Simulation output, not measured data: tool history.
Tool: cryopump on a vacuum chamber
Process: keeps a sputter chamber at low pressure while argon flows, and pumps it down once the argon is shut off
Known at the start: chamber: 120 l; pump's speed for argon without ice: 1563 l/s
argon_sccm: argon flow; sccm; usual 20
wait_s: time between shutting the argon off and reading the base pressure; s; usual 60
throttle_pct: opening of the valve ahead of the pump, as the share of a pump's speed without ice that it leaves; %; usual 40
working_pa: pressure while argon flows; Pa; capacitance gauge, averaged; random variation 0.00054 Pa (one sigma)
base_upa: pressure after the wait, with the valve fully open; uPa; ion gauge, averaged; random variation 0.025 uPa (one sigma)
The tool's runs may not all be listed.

| run | hour | argon_sccm | wait_s | throttle_pct | working_pa | base_upa |
|---|---|---|---|---|---|---|
| 1 | 0 | 20 | 60 | 40 | 0.0563 | 2.11 |
| 2 | 25.8 | 20 | 60 | 40 | 0.0556 | 2.13 |
| 3 | 47.9 | 20 | 60 | 40 | 0.0553 | 2.12 |
| 4 | 60.8 | 20 | 27 | 40 | 0.0561 | 3.2 |
| 5 | 75.8 | 20 | 27 | 40 | 0.0557 | 3.16 |
| 6 | 101.8 | 20 | 27 | 40 | 0.0558 | 3.07 |
| 7 | 126.3 | 20 | 60 | 23 | 0.0952 | 2.05 |
| 8 | 152.1 | 20 | 60 | 23 | 0.0961 | 2.14 |
| 9 | 169.9 | 20 | 60 | 23 | 0.0959 | 2.16 |
| 10 | 193 | 20 | 60 | 23 | 0.0972 | 2.2 |
| 11 | 213.2 | 20 | 60 | 23 | 0.0963 | 2.21 |
| 12 | 234.5 | 20 | 60 | 23 | 0.0965 | 2.16 |
| 13 | 250.2 | 20 | 60 | 23 | 0.0972 | 2.16 |
| 14 | 266.7 | 20 | 60 | 40 | 0.0557 | 2.26 |
|  | 276.3 | leaking fittings of the chamber tightened, without venting |
| 15 | 283.6 | 20 | 60 | 40 | 0.0562 | 1.11 |
| 16 | 305.2 | 20 | 60 | 40 | 0.0573 | 1.09 |
| 17 | 330.6 | 40 | 53 | 40 | 0.1135 | 1.18 |
| 18 | 342.6 | 40 | 53 | 40 | 0.1147 | 1.2 |
| 19 | 354.7 | 29 | 60 | 52 | 0.0653 | 1.11 |
| 20 | 382.4 | 29 | 60 | 52 | 0.0649 | 1.14 |
| 21 | 404.5 | 29 | 60 | 52 | 0.0653 | 1.11 |
| 22 | 432 | 35 | 90 | 38 | 0.1057 | 0.84 |
| 23 | 454.1 | 20 | 36 | 40 | 0.0581 | 1.74 |
| 24 | 481.8 | 20 | 128 | 40 | 0.0568 | 0.7 |
| 25 | 505.9 | 10 | 79 | 30 | 0.0374 | 0.99 |
| 26 | 528.3 | 21 | 20 | 19 | 0.1227 | 2.9 |
| 27 | 550.3 | 29 | 226 | 40 | 0.0829 | 0.54 |
| 28 | 578 | 29 | 226 | 40 | 0.0819 | 0.55 |
| 29 | 594.2 | 27 | 68 | 40 | 0.078 | 1.08 |

5 ways to go on from here, each from the tool as it stands after run 29. What would each give?
| A | 612.5 | 14 | 113 | 20 | ? | ? |
| B | 612.5 | 27 | 68 | 24 | ? | ? |
| C | 612.5 | 14 | 68 | 40 | ? | ? |
| D | 612.5 | 15 | 68 | 48 | ? | ? |
| E | 612.5 | 22 | 151 | 15 | ? | ? |

| run | working_pa | base_upa |
|---|---|---|
| A | 0.0785 | 0.77 |
| B | 0.1262 | 1.12 |
| C | 0.0404 | 1.09 |
| D | 0.0365 | 1.09 |
| E | 0.1629 | 0.67 |
Without the tool's hidden state the same runs would have given:
| run | working_pa | base_upa |
|---|---|---|
| A | 0.076 | 0.62 |
| B | 0.1214 | 0.96 |
| C | 0.0379 | 0.94 |
| D | 0.0339 | 0.94 |
| E | 0.159 | 0.52 |
